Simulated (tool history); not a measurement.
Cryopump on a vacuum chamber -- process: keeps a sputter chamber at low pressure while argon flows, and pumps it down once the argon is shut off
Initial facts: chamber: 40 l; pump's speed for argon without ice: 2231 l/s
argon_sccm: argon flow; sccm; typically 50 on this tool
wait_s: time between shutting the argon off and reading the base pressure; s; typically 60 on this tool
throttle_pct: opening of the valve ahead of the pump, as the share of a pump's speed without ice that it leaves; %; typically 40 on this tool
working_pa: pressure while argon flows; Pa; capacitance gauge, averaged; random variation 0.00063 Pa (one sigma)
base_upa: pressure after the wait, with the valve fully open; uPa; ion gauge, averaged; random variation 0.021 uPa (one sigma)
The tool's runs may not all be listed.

Run 1, hour 0.0: usual settings. Result: working_pa 0.1028 Pa, base_upa 0.60 uPa.
Run 2, hour 33.3: usual settings. Result: working_pa 0.1042 Pa, base_upa 0.57 uPa.
Run 3, hour 73.9: usual settings but wait_s 242 s. Result: working_pa 0.1042 Pa, base_upa 0.41 uPa.
Run 4, hour 98.5: usual settings. Result: working_pa 0.1058 Pa, base_upa 0.75 uPa.
Run 5, hour 132.8: usual settings. Result: working_pa 0.1063 Pa, base_upa 0.77 uPa.
Run 6, hour 158.9: usual settings. Result: working_pa 0.1074 Pa, base_upa 0.74 uPa.
Run 7, hour 184.8: usual settings. Result: working_pa 0.1086 Pa, base_upa 0.79 uPa.
Run 8, hour 229.6: usual settings but throttle_pct 32 %. Result: working_pa 0.1183 Pa, base_upa 0.70 uPa.
Run 9, hour 253.6: usual settings but argon_sccm 45 sccm, wait_s 61 s, throttle_pct 42 %. Result: working_pa 0.0820 Pa, base_upa 0.71 uPa.
Run 10, hour 275.1: usual settings but argon_sccm 30 sccm, wait_s 61 s. Result: working_pa 0.0582 Pa, base_upa 0.78 uPa.
Run 11, hour 303.8: usual settings but argon_sccm 30 sccm, wait_s 61 s. Result: working_pa 0.0585 Pa, base_upa 0.73 uPa.
Run 12, hour 331.2: usual settings but argon_sccm 30 sccm, wait_s 91 s. Result: working_pa 0.0585 Pa, base_upa 0.61 uPa.
Run 13, hour 365.5: usual settings but argon_sccm 30 sccm, wait_s 91 s. Result: working_pa 0.0593 Pa, base_upa 0.67 uPa.
Run 14, hour 407.8: usual settings but argon_sccm 30 sccm, wait_s 91 s. Result: working_pa 0.0589 Pa, base_upa 0.70 uPa.
Run 15, hour 427.4: usual settings but argon_sccm 30 sccm, wait_s 33 s, throttle_pct 36 %. Result: working_pa 0.0667 Pa, base_upa 1.12 uPa.

The log once held 1 entry between its listed runs, left out of this copy. Where does each go, and what is different about the tool's unlogged condition between the listed run before it and the listed run after it?
Run 7 -> run 8: pump warmed up, emptied and cooled again (hour 222.3)
  pump's speed, % of a pump's without ice: 72.5 -> 99.2; leak into the chamber, uPa l/s: 688 -> 730
  the result without the hidden state subtracted from the measured one, working_pa: +0.0146 -> +0.0005 Pa; base_upa: +0.29 -> +0.19 uPa
